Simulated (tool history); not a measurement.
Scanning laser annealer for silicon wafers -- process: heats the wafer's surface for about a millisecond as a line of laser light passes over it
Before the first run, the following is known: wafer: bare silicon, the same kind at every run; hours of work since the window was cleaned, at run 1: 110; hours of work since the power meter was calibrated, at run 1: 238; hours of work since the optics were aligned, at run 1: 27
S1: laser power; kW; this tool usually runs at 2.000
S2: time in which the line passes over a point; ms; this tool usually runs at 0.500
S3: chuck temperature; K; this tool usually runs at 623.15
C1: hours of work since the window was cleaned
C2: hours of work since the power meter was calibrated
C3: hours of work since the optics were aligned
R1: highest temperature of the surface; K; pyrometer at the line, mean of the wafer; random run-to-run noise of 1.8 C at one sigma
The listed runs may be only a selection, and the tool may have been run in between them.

| run | hour | S1 | S2 | S3 | C1 | C2 | C3 | R1 |
|---|---|---|---|---|---|---|---|---|
| 1 | 0.0 | 2.000 | 0.500 | 623.15 | 110 | 238 | 27 | 1349.15 |
| 2 | 25.4 | 2.000 | 0.500 | 623.15 | 130 | 258 | 47 | 1349.15 |
| 3 | 58.8 | 2.000 | 0.500 | 623.15 | 156 | 284 | 73 | 1349.15 |
| 4 | 103.6 | 2.000 | 0.500 | 623.15 | 191 | 319 | 109 | 1348.15 |
| 5 | 158.1 | 2.000 | 0.500 | 623.15 | 234 | 362 | 152 | 1352.15 |
| 6 | 199.4 | 2.000 | 0.500 | 623.15 | 267 | 395 | 184 | 1352.15 |
| 7 | 225.0 | 2.000 | 0.500 | 623.15 | 287 | 415 | 204 | 1349.15 |
| 8 | 252.7 | 2.000 | 0.500 | 623.15 | 309 | 436 | 226 | 1353.15 |
| 9 | 276.0 | 2.000 | 0.500 | 623.15 | 327 | 455 | 244 | 1348.15 |
|  | 307.0 | window over the wafer cleaned |
| 10 | 325.1 | 2.158 | 0.500 | 623.15 | 14 | 492 | 281 | 1416.15 |
| 11 | 354.4 | 2.158 | 0.500 | 623.15 | 37 | 515 | 305 | 1413.15 |
| 12 | 390.7 | 2.000 | 0.418 | 608.15 | 66 | 544 | 333 | 1285.15 |
| 13 | 432.2 | 1.988 | 0.555 | 621.15 | 99 | 576 | 366 | 1378.15 |
| 14 | 489.1 | 1.899 | 0.472 | 641.15 | 143 | 621 | 411 | 1312.15 |
| 15 | 533.3 | 1.899 | 0.472 | 641.15 | 178 | 656 | 445 | 1315.15 |
| 16 | 588.7 | 1.791 | 0.394 | 623.15 | 222 | 699 | 489 | 1205.15 |
| 17 | 645.7 | 1.791 | 0.394 | 623.15 | 267 | 744 | 534 | 1206.15 |

Branching from run 17: 5 alternative next runs. What would each branch give?
| A | 687.9 | 1.791 | 0.394 | 642.15 | 300 | 777 | 567 | ? |
| B | 687.9 | 1.853 | 0.540 | 597.15 | 300 | 777 | 567 | ? |
| C | 687.9 | 2.000 | 0.500 | 612.15 | 300 | 777 | 567 | ? |
| D | 687.9 | 2.138 | 0.605 | 647.15 | 300 | 777 | 567 | ? |
| E | 687.9 | 1.909 | 0.394 | 601.15 | 300 | 777 | 567 | ? |

| run | R1 |
|---|---|
| A | 1224.15 |
| B | 1288.15 |
| C | 1340.15 |
| D | 1495.15 |
| E | 1222.15 |
Take away the tool's hidden state, keep each run's random variation, and the runs would have read:
| run | R1 |
|---|---|
| A | 1225.15 |
| B | 1288.15 |
| C | 1341.15 |
| D | 1496.15 |
| E | 1222.15 |
